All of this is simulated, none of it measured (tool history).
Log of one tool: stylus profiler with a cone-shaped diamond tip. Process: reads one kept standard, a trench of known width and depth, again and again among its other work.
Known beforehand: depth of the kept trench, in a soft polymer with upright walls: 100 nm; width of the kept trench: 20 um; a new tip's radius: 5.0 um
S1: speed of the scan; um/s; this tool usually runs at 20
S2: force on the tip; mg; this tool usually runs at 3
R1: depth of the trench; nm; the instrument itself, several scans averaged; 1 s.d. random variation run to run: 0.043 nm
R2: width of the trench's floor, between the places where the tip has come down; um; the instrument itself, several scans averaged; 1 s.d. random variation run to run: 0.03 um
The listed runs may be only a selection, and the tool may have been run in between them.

run    hour  S1    S2      R1     R2
  1       0  20     3  101.59  17.62
  2   125.5  20     3  101.66  17.67
  3   223.1  19     3  101.67  17.64
  4   337.6  20     3  101.71  17.61
  5   405.7  20     3  101.75  17.66
  6   474.6  20     3  101.77  17.57
  7   536.1  20     3  101.74  17.65
  8   588.7  57     3  101.71  17.45
  9   684.5  20  4.47  102.17  17.63
 10   760.2  20  4.47  102.14  17.61
 11     879   8  4.47  102.17  17.64
 12     931  11  1.49  101.18  17.59
 13  1046.9  11  1.49  101.26  17.54
 14  1121.2  13  3.54  101.94  17.56
 15  1243.9   9  5.52  102.54  17.56
 16  1330.7  43  1.08   101.1  17.36
 17  1405.4  74  1.25   101.2  17.16
 18  1526.3   8  4.89  102.42  17.57
 19  1611.8  39  2.44  101.56  17.37
 20  1713.1  11  5.09  102.45  17.52
 21  1770.7  17  5.09  102.44   17.5

The same runs without the tool's hidden state, with the same run-to-run variation:
Unlogged tool condition in this case: radius of the tip, um; height scale over the true one, %; drift of the gauge itself on depth_nm, %; drift of the gauge itself on floor_um, %.
run      R1     R2
  1  101.39  17.87
  2  101.46  17.94
  3  101.45  17.92
  4  101.49   17.9
  5  101.52  17.96
  6  101.53  17.89
  7  101.49  17.97
  8  101.46  17.78
  9  101.91  17.97
 10  101.87  17.96
 11  101.89  18.01
 12  100.89  17.97
 13  100.97  17.92
 14  101.64  17.96
 15  102.21  17.97
 16  100.77  17.78
 17  100.87  17.59
 18  102.07  18.02
 19   101.2  17.83
 20  102.08     18
 21  102.06  17.98
